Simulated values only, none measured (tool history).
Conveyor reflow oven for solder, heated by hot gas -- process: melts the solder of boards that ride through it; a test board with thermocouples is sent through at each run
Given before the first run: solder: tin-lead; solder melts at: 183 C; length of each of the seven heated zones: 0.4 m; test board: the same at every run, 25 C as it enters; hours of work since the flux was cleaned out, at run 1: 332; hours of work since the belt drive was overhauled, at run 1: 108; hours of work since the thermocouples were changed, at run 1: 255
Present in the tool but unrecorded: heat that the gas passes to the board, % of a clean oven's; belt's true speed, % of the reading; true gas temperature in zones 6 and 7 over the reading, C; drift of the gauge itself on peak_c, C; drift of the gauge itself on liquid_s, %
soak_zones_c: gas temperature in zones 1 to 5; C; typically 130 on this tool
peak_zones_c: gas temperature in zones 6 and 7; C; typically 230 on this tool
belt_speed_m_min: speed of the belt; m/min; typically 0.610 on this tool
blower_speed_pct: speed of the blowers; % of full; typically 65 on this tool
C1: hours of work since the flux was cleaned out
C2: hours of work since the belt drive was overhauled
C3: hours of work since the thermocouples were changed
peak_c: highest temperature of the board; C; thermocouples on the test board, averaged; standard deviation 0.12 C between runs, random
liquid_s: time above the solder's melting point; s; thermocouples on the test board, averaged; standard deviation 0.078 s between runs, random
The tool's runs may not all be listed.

run 1 hour=0.0 | soak_zones_c=130 peak_zones_c=230 belt_speed_m_min=0.610 blower_speed_pct=65 | C1=332 C2=108 C3=255 | peak_c=210.3 liquid_s=49.58
run 2 hour=4.8 | soak_zones_c=144 peak_zones_c=230 belt_speed_m_min=0.610 blower_speed_pct=65 | C1=335 C2=111 C3=258 | peak_c=213.1 liquid_s=57.28
run 3 hour=10.7 | soak_zones_c=130 peak_zones_c=230 belt_speed_m_min=0.654 blower_speed_pct=65 | C1=339 C2=114 C3=261 | peak_c=207.7 liquid_s=43.35
run 4 hour=14.7 | soak_zones_c=130 peak_zones_c=230 belt_speed_m_min=0.654 blower_speed_pct=65 | C1=342 C2=117 C3=264 | peak_c=207.6 liquid_s=43.17
run 5 hour=19.7 | soak_zones_c=130 peak_zones_c=230 belt_speed_m_min=0.654 blower_speed_pct=65 | C1=345 C2=120 C3=267 | peak_c=207.9 liquid_s=43.30
run 6 hour=26.2 | soak_zones_c=130 peak_zones_c=230 belt_speed_m_min=0.654 blower_speed_pct=65 | C1=349 C2=124 C3=271 | peak_c=207.7 liquid_s=43.31
-- hour=30.8 belt drive overhauled, speed set with a stopwatch
run 7 hour=39.0 | soak_zones_c=140 peak_zones_c=230 belt_speed_m_min=0.610 blower_speed_pct=65 | C1=354 C2=5 C3=276 | peak_c=212.2 liquid_s=55.22
run 8 hour=47.6 | soak_zones_c=130 peak_zones_c=245 belt_speed_m_min=0.714 blower_speed_pct=70 | C1=360 C2=10 C3=282 | peak_c=218.4 liquid_s=47.90
run 9 hour=55.4 | soak_zones_c=130 peak_zones_c=245 belt_speed_m_min=0.714 blower_speed_pct=70 | C1=364 C2=15 C3=287 | peak_c=218.2 liquid_s=47.79
run 10 hour=63.1 | soak_zones_c=130 peak_zones_c=245 belt_speed_m_min=0.714 blower_speed_pct=70 | C1=369 C2=20 C3=291 | peak_c=218.3 liquid_s=47.92
run 11 hour=72.1 | soak_zones_c=130 peak_zones_c=245 belt_speed_m_min=0.714 blower_speed_pct=70 | C1=375 C2=26 C3=297 | peak_c=218.3 liquid_s=47.85

Had the tool no unlogged condition, and each run kept its random variation, what would the results have been?
run=1 peak_c=211.8 liquid_s=51.26
run=2 peak_c=214.5 liquid_s=58.64
run=3 peak_c=209.3 liquid_s=45.16
run=4 peak_c=209.3 liquid_s=44.99
run=5 peak_c=209.6 liquid_s=45.13
run=6 peak_c=209.4 liquid_s=45.16
run=7 peak_c=213.7 liquid_s=56.64
run=8 peak_c=220.4 liquid_s=49.25
run=9 peak_c=220.2 liquid_s=49.15
run=10 peak_c=220.4 liquid_s=49.30
run=11 peak_c=220.4 liquid_s=49.25

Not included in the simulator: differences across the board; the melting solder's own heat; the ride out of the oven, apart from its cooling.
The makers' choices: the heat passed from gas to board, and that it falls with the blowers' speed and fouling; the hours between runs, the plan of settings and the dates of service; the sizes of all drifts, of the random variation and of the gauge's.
